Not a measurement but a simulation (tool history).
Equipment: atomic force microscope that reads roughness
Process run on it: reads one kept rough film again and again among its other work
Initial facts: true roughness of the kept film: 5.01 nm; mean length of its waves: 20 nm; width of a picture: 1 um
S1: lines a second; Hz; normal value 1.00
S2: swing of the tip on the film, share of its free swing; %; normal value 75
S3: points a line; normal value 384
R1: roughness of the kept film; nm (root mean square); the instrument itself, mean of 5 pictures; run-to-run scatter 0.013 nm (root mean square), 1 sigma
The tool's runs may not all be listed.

run 1 hour=0.0 | S1=1.00 S2=75 S3=384 | R1=3.064
run 2 hour=66.0 | S1=1.00 S2=86 S3=384 | R1=2.675
run 3 hour=119.8 | S1=1.00 S2=86 S3=384 | R1=2.468
run 4 hour=175.0 | S1=1.00 S2=75 S3=706 | R1=2.399
-- hour=217.2 new tip fitted
run 5 hour=225.1 | S1=1.00 S2=75 S3=384 | R1=3.098
run 6 hour=295.1 | S1=1.00 S2=75 S3=384 | R1=2.798
run 7 hour=333.5 | S1=1.00 S2=75 S3=384 | R1=2.664
run 8 hour=397.0 | S1=1.00 S2=75 S3=384 | R1=2.432
-- hour=445.8 new tip fitted
run 9 hour=470.1 | S1=0.74 S2=75 S3=384 | R1=3.022
run 10 hour=517.7 | S1=0.74 S2=75 S3=384 | R1=2.807
run 11 hour=589.1 | S1=0.74 S2=75 S3=384 | R1=2.574
run 12 hour=650.7 | S1=0.74 S2=75 S3=384 | R1=2.361
-- hour=675.3 new tip fitted
run 13 hour=687.8 | S1=0.74 S2=75 S3=384 | R1=3.133
run 14 hour=749.0 | S1=0.74 S2=75 S3=384 | R1=2.852
run 15 hour=816.5 | S1=1.76 S2=75 S3=725 | R1=2.519
run 16 hour=876.4 | S1=3.21 S2=71 S3=507 | R1=2.227
-- hour=908.5 new tip fitted
run 17 hour=955.5 | S1=1.00 S2=58 S3=675 | R1=3.051
run 18 hour=1015.8 | S1=1.00 S2=85 S3=352 | R1=2.596
run 19 hour=1087.1 | S1=1.00 S2=85 S3=352 | R1=2.370
-- hour=1139.2 new tip fitted
run 20 hour=1145.3 | S1=1.00 S2=85 S3=352 | R1=3.028
run 21 hour=1225.1 | S1=0.51 S2=62 S3=318 | R1=2.843
run 22 hour=1305.8 | S1=1.00 S2=75 S3=359 | R1=2.417
run 23 hour=1343.9 | S1=2.77 S2=55 S3=359 | R1=2.331
-- hour=1370.4 new tip fitted
run 24 hour=1380.9 | S1=3.16 S2=75 S3=384 | R1=2.838
run 25 hour=1449.2 | S1=1.64 S2=75 S3=743 | R1=2.744

Here are 4 independent what-if runs from the current tool condition. What would each one return?
run A hour=1482.0 | S1=1.64 S2=57 S3=743 | R1=?
run B hour=1482.0 | S1=1.64 S2=75 S3=626 | R1=?
run C hour=1482.0 | S1=1.00 S2=78 S3=384 | R1=?
run D hour=1482.0 | S1=0.61 S2=79 S3=335 | R1=?

run=A R1=2.761
run=B R1=2.624
run=C R1=2.640
run=D R1=2.660
Stripped of hidden state, with their random variation kept, the same runs would have yielded:
run=A R1=3.279
run=B R1=3.116
run=C R1=3.135
run=D R1=3.158
